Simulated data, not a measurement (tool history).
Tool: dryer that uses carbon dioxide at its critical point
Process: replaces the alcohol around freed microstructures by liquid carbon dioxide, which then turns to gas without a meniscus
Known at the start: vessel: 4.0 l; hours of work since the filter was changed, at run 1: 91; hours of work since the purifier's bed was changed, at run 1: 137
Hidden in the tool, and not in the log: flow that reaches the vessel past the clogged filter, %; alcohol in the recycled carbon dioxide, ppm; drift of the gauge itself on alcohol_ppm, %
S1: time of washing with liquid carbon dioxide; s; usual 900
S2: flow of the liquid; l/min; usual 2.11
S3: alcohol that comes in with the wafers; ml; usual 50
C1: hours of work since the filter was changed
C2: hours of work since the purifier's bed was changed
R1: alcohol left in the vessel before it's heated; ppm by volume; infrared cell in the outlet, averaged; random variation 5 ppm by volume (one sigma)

run   hour    S1    S2   S3   C1   C2   R1
  1    0.0   900  2.11   50   91  137   60
  2   40.2   900  2.11   50  112  157   52
  3   77.9   900  2.11   50  131  177   56
  4  113.2   900  2.11   50  149  194   51
  5  149.9   900  2.11   50  167  213   80
  6  183.1   900  2.11   62  184  230   81
  7  214.3   900  2.11   62  200  246   81
  8  250.0   900  2.11   50  218  264   64
  9  278.5   720  2.93  109  232  278   77
 10  298.6   720  2.93  109  243  288   84
 11  327.9  1020  3.39   26  257  303   39
 12  366.6  1080  2.11   50  277  323   57
 13  404.4  1080  2.11   31  296  342   55
 14  440.6  1080  2.11   31  315  360   52
 15  467.8   720  3.06   30  328  374   61
 16  498.2  1140  1.32   50  344  389  187

Forecast each of these 4 alternatives for the next run:
     509.4  -- inlet filter changed
  A  535.2  1140  3.46  35  13  408   ?
     509.4  -- inlet filter changed
  B  535.2  1020  1.32  47  13  408   ?
     509.4  -- inlet filter changed
  C  535.2   600  1.32  50  13  408   ?
     509.4  -- inlet filter changed
  D  535.2   780  2.86  24  13  408   ?

run    R1
  A    53
  B   197
  C  1028
  D    54
Without the tool's hidden state the same runs would have given:
run   R1
  A    6
  B  146
  C  962
  D    7
